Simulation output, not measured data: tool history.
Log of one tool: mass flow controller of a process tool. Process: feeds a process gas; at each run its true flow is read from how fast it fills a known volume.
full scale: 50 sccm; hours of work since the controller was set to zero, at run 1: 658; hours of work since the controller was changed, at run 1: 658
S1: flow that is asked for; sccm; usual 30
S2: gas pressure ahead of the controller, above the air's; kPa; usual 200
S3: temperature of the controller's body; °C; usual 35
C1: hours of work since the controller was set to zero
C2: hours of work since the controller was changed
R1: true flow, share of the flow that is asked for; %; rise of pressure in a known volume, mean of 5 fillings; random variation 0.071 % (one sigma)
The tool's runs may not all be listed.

run,day,S1,S2,S3,C1,C2,R1
1,0,30,200,35,658,658,100.66
2,4.171,30,200,35,691,691,100.71
3,7.779,30,200,35,720,720,100.54
4,10.996,30,200,24,746,746,99.04
5,16.158,30,200,35,787,787,100.23
6,20.962,30,200,35,825,825,100.16
7,27.121,30,200,23,875,875,98.39
8,32.575,30,200,35,918,918,99.64
9,35.554,30,200,35,942,942,99.48
10,38.217,30,200,35,963,963,99.48
11,40.933,30,200,35,985,985,99.34
12,46.1,30,147,35,1027,1027,99.32
13,50.108,30,200,35,1059,1059,99.11
14,52.962,30,200,27,1081,1081,98
15,59.121,30,190,35,1131,1131,98.78
16,65.212,30,200,35,1180,1180,98.52
17,67.925,30,235,35,1201,1201,98.42
18,72.896,30,200,27,1241,1241,97.17
19,78.579,13,200,27,1286,1286,96.71
# day 80.375: gauge calibrated
20,81.796,13,200,29,1312,1312,99.56
21,84.654,9,209,26,1335,1335,99.13
22,89.912,30,216,32,1377,1377,100.09
23,92.729,5,268,40,1400,1400,100.22
24,97.596,5,268,40,1439,1439,99.99
25,101.275,30,200,29,1468,1468,99.33
26,105.304,30,200,29,1500,1500,99.09
27,109.375,30,272,29,1533,1533,99
28,113.758,30,272,29,1568,1568,98.84
29,119.962,30,203,26,1618,1618,98.29
30,124.742,30,203,26,1656,1656,98.12
31,130.5,30,203,26,1702,1702,97.94
32,133.338,30,203,26,1725,1725,97.82
33,136.112,10,172,35,1747,1747,98.41
# day 136.658: gauge calibrated
34,139.621,5,200,34,1775,1775,99.98
35,145.104,5,200,34,1819,1819,99.72
36,148.688,12,200,27,1848,1848,99.02
37,153.592,12,200,27,1887,1887,98.78
38,156.129,16,200,30,1907,1907,99.03

Measured less the same run without the tool's hidden state. The same run-to-run variation is in both; the gauge's scatter may not be:
The hidden state here: flow at rest that the sensor doesn't see, % of full scale; true flow over the shown one, %; drift of the gauge itself on true_pct, %.
run,R1
1,+0
2,-0.14
3,-0.28
4,-0.38
5,-0.57
6,-0.73
7,-0.93
8,-1.13
9,-1.24
10,-1.33
11,-1.43
12,-1.61
13,-1.75
14,-1.82
15,-2.06
16,-2.28
17,-2.36
18,-2.52
19,-2.7
20,-0.05
21,-0.15
22,-0.33
23,-0.44
24,-0.61
25,-0.73
26,-0.86
27,-1
28,-1.16
29,-1.36
30,-1.53
31,-1.73
32,-1.83
33,-1.93
34,-0.12
35,-0.31
36,-0.42
37,-0.59
38,-0.67

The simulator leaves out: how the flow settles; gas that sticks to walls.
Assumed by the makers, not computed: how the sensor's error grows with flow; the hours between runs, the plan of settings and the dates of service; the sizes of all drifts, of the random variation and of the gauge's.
